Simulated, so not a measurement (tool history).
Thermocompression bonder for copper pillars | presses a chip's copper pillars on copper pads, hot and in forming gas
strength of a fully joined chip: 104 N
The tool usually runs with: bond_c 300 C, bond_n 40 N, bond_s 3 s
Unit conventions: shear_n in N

run	day	bond_c	bond_n	bond_s	shear_n
1	0.000	300	40	3	34.7
2	0.504	300	40	3	34.2
3	1.033	300	40	3	33.3
4	1.596	300	40	3	34.5
5	2.600	300	40	3	34.0
6	3.408	293	40	3	30.5
7	4.367	293	40	3	31.1
8	5.279	300	40	3	33.1
9	6.158	300	36	3	31.3
10	7.021	300	36	3	30.4
# day 7.417: forming gas filter changed
11	7.521	300	36	3	34.5
12	8.158	300	30	2	26.0
13	8.929	300	32	9	49.5
14	9.604	300	32	9	49.0
15	10.088	300	32	9	49.5
16	10.992	300	32	9	49.6

Here are 5 independent what-if runs from the current tool condition. What would each one return?
A	11.442	297	32	3	?
B	11.442	312	39	3	?
C	11.442	292	40	2	?
D	11.442	308	40	3	?
E	11.442	315	49	3	?

run	shear_n
A	30.7
B	41.0
C	28.3
D	39.2
E	47.7
With the hidden condition removed and each run's random variation left untouched, the same runs would have given:
run	shear_n
A	33.3
B	44.0
C	30.7
D	42.2
E	51.0

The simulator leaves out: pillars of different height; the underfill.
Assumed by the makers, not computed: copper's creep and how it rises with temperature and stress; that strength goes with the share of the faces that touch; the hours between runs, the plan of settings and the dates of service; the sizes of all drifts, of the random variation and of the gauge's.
